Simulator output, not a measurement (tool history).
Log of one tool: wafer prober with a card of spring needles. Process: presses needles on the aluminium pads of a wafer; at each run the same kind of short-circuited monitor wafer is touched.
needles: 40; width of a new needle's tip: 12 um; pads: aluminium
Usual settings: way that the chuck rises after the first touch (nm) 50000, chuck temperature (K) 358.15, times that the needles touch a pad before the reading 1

run	day	way that the chuck rises after the first touch (nm)	chuck temperature (K)	times that the needles touch a pad before the reading	resistance of one needle with its contact and lead (mohm)	way that a needle slides on the pad (nm)
1	0	50000	358.15	1	229	7020
# day 0.079: tips cleaned on abrasive film
# day 0.388: tips cleaned on abrasive film
# day 0.696: tips cleaned on abrasive film
2	0.85	50000	358.15	1	230	7090
# day 1.046: tips cleaned on abrasive film
# day 1.354: tips cleaned on abrasive film
# day 1.662: tips cleaned on abrasive film
3	1.879	50000	358.15	1	228	6950
# day 2.033: tips cleaned on abrasive film
# day 2.346: tips cleaned on abrasive film
# day 2.729: tips cleaned on abrasive film
4	2.875	50000	358.15	1	231	7040
# day 3.108: tips cleaned on abrasive film
# day 3.492: tips cleaned on abrasive film
# day 3.8: tips cleaned on abrasive film
5	3.917	39000	358.15	1	233	5470
# day 4.15: tips cleaned on abrasive film
# day 4.533: tips cleaned on abrasive film
# day 4.842: tips cleaned on abrasive film
6	4.888	32000	300.15	1	221	4490
# day 5.196: tips cleaned on abrasive film
# day 5.579: tips cleaned on abrasive film
# day 5.967: tips cleaned on abrasive film
# day 6.275: tips cleaned on abrasive film
7	6.425	70000	342.15	2	227	9870
# day 6.654: tips cleaned on abrasive film
# day 6.962: tips cleaned on abrasive film
# day 7.346: tips cleaned on abrasive film
# day 7.667: tips cleaned on abrasive film
8	7.667	43000	397.15	1	244	6020
# day 8.05: tips cleaned on abrasive film
# day 8.358: tips cleaned on abrasive film
# day 8.667: tips cleaned on abrasive film
# day 9.054: tips cleaned on abrasive film
9	9.262	33000	381.15	2	242	4590
# day 9.421: tips cleaned on abrasive film
# day 9.729: tips cleaned on abrasive film
# day 10.071: tips cleaned on abrasive film
10	10.071	40000	300.15	2	218	5600

Forecast each of these 4 alternatives for the next run:
# day 10.454: tips cleaned on abrasive film
# day 10.838: tips cleaned on abrasive film
# day 11.225: tips cleaned on abrasive film
# day 11.533: tips cleaned on abrasive film
A	11.592	34000	344.15	2	?	?
# day 10.454: tips cleaned on abrasive film
# day 10.838: tips cleaned on abrasive film
# day 11.225: tips cleaned on abrasive film
# day 11.533: tips cleaned on abrasive film
B	11.592	57000	341.15	1	?	?
# day 10.454: tips cleaned on abrasive film
# day 10.838: tips cleaned on abrasive film
# day 11.225: tips cleaned on abrasive film
# day 11.533: tips cleaned on abrasive film
C	11.592	50000	365.15	2	?	?
# day 10.454: tips cleaned on abrasive film
# day 10.838: tips cleaned on abrasive film
# day 11.225: tips cleaned on abrasive film
# day 11.533: tips cleaned on abrasive film
D	11.592	66000	340.15	1	?	?

run	resistance of one needle with its contact and lead (mohm)	way that a needle slides on the pad (nm)
A	229	4740
B	223	7960
C	228	7020
D	224	9190
Without the tool's hidden state the same runs would have given:
run	resistance of one needle with its contact and lead (mohm)	way that a needle slides on the pad (nm)
A	228	4750
B	223	7970
C	228	7030
D	224	9210
